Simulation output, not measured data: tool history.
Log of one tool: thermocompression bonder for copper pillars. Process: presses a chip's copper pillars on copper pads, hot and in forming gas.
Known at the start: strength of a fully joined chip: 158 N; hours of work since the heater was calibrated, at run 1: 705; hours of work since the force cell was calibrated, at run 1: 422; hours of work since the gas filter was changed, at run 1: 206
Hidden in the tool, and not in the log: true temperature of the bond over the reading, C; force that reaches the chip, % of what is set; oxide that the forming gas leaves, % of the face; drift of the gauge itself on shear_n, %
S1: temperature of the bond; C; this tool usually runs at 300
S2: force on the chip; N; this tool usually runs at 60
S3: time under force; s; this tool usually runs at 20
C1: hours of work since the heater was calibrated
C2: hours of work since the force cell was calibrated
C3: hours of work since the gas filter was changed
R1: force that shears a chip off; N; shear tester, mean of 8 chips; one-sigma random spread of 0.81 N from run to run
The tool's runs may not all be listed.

run	hour	S1	S2	S3	C1	C2	C3	R1
1	0.0	300	60	20	705	422	206	55.8
2	27.6	300	60	20	718	435	219	53.7
3	45.6	300	60	20	726	443	227	55.1
# hour 65.6: forming gas filter changed
4	78.7	300	60	20	742	459	6	59.2
5	97.4	300	60	20	750	467	15	59.5
6	114.0	300	89	20	758	475	23	78.0
7	137.6	300	89	20	769	486	34	78.5
8	158.1	300	46	20	779	496	44	46.8
9	178.0	309	60	20	788	505	53	65.8
10	212.7	300	37	56	805	522	69	57.8
11	241.8	271	47	13	818	535	83	22.9
12	274.8	271	47	13	834	551	98	24.1
13	291.3	285	72	13	842	559	106	44.2
14	310.0	285	72	13	850	568	115	43.1
15	334.0	290	75	20	862	579	126	56.9
16	363.1	290	75	20	875	593	140	56.6
17	378.5	290	75	20	883	600	147	55.8

3 ways to go on from here, each from the tool as it stands after run 17. What would each give?
A	394.6	290	80	20	890	607	155	?
B	394.6	320	60	12	890	607	155	?
C	394.6	284	55	50	890	607	155	?

run	R1
A	58.9
B	60.1
C	58.1
Had the tool no hidden state, the same runs would have come out as:
run	R1
A	67.4
B	68.1
C	66.6
